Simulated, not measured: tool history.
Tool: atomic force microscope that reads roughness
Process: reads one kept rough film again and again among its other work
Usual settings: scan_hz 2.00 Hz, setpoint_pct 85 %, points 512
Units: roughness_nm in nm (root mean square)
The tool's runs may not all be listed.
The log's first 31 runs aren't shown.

| run | day | scan_hz | setpoint_pct | points | roughness_nm |
|---|---|---|---|---|---|
| 32 | 8.746 | 1.63 | 58 | 552 | 2.812 |
| 33 | 8.988 | 1.63 | 58 | 552 | 2.755 |
| 34 | 9.308 | 2.54 | 66 | 312 | 2.615 |
|  | 9.388 | new tip fitted |
| 35 | 9.567 | 2.54 | 89 | 686 | 2.656 |
| 36 | 9.825 | 2.42 | 85 | 702 | 2.655 |
| 37 | 10.067 | 1.95 | 85 | 289 | 2.641 |
| 38 | 10.458 | 2.00 | 73 | 853 | 2.694 |
| 39 | 10.829 | 2.00 | 73 | 853 | 2.612 |
|  | 10.879 | new tip fitted |
| 40 | 11.042 | 2.00 | 73 | 853 | 2.839 |
| 41 | 11.329 | 2.00 | 62 | 269 | 2.875 |
| 42 | 11.571 | 0.68 | 85 | 312 | 2.786 |
| 43 | 11.733 | 0.68 | 85 | 312 | 2.760 |
| 44 | 12.025 | 1.74 | 58 | 312 | 2.741 |
| 45 | 12.338 | 1.29 | 58 | 312 | 2.677 |
|  | 12.388 | new tip fitted |
| 46 | 12.683 | 1.31 | 85 | 512 | 2.817 |

Forecast each of these 3 alternatives for the next run:
| A | 12.879 | 2.29 | 66 | 856 | ? |
| B | 12.879 | 1.31 | 57 | 512 | ? |
| C | 12.879 | 0.95 | 67 | 290 | ? |

| run | roughness_nm |
|---|---|
| A | 2.839 |
| B | 2.910 |
| C | 2.889 |
Without the tool's hidden state the same runs would have given:
| run | roughness_nm |
|---|---|
| A | 2.941 |
| B | 3.014 |
| C | 2.993 |
